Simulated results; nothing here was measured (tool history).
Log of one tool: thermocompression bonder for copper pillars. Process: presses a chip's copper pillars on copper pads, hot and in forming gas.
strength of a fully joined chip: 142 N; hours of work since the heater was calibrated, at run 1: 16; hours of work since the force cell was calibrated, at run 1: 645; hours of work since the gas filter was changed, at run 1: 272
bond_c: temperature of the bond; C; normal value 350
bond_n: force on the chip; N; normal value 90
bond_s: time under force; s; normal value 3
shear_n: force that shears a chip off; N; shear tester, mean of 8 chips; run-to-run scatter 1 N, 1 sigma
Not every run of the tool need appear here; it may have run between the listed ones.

run	hour	bond_c	bond_n	bond_s	hours of work since the heater was calibrated	hours of work since the force cell was calibrated	hours of work since the gas filter was changed	shear_n
1	0	350	90	3	16	645	272	95.4
2	64.1	350	90	3	46	675	302	95.6
3	99	350	90	3	62	691	318	97.5
# hour 126.2: force cell calibrated
4	167.2	350	90	3	93	19	350	91.5
5	205.5	350	90	3	111	37	368	90.5
6	259.6	350	107	3	137	62	393	103.4
7	303.6	350	90	3	157	83	413	91.8
# hour 323.5: forming gas filter changed
8	360.2	339	90	3	183	109	17	90.6
9	402.6	339	90	3	203	129	37	89.5
10	472.8	350	90	3	236	162	70	99.4
11	545.3	350	90	3	270	196	104	97.4
12	581	350	90	3	287	213	121	99.2
13	651.9	350	90	3	320	246	154	98.6
14	731.5	350	90	3	357	283	191	99.1
15	784.5	350	90	3	382	308	216	97
16	829.6	350	90	3	403	329	237	97.9
17	871.9	350	90	3	423	349	257	98.9
18	947.9	350	90	3	459	384	292	99.2
19	1003	350	90	3	484	410	318	97.9
20	1067.6	350	90	3	515	440	348	100.9
21	1109.5	350	90	3	534	460	368	100.4
22	1186.4	350	83	2	570	496	404	83.9
# hour 1227.7: forming gas filter changed
23	1239.9	343	61	3	595	521	6	71
24	1301.5	373	90	3	624	550	35	117.8
25	1365.8	340	90	3	654	580	65	98.6
26	1399	375	127	5	669	595	80	137.2
# hour 1420: heater calibrated with a thermocouple chip
27	1475.2	352	127	4	26	630	115	126.4
28	1545.6	352	127	4	59	663	148	129
29	1585.2	334	127	5	77	682	166	122.7
# hour 1628.7: force cell calibrated
30	1647.1	335	76	4	106	9	195	78.7
31	1728.6	335	82	4	144	47	233	84.9
32	1762.8	359	75	3	160	63	249	86.4
33	1805.9	347	66	4	180	83	269	77.7
34	1866	369	130	8	208	111	297	134.2
35	1929	334	76	7	238	141	327	94.7
36	1977	334	76	7	260	163	349	94.1
37	2031.4	334	76	7	285	188	374	92.9
38	2078.2	334	76	7	307	210	396	93.2
# hour 2134.5: forming gas filter changed
39	2141.1	349	90	5	337	240	3	110

What if the next run were any one of these 4? Each begins from the tool's condition after run 39:
A	2219.1	353	90	3	373	276	40	?
B	2219.1	373	90	3	373	276	40	?
C	2219.1	346	90	3	373	276	40	?
D	2219.1	359	90	5	373	276	40	?

run	shear_n
A	102.6
B	116.3
C	100.2
D	117.9
What these runs would have given with no unlogged condition in the tool:
run	shear_n
A	96.4
B	111
C	93.8
D	112.8

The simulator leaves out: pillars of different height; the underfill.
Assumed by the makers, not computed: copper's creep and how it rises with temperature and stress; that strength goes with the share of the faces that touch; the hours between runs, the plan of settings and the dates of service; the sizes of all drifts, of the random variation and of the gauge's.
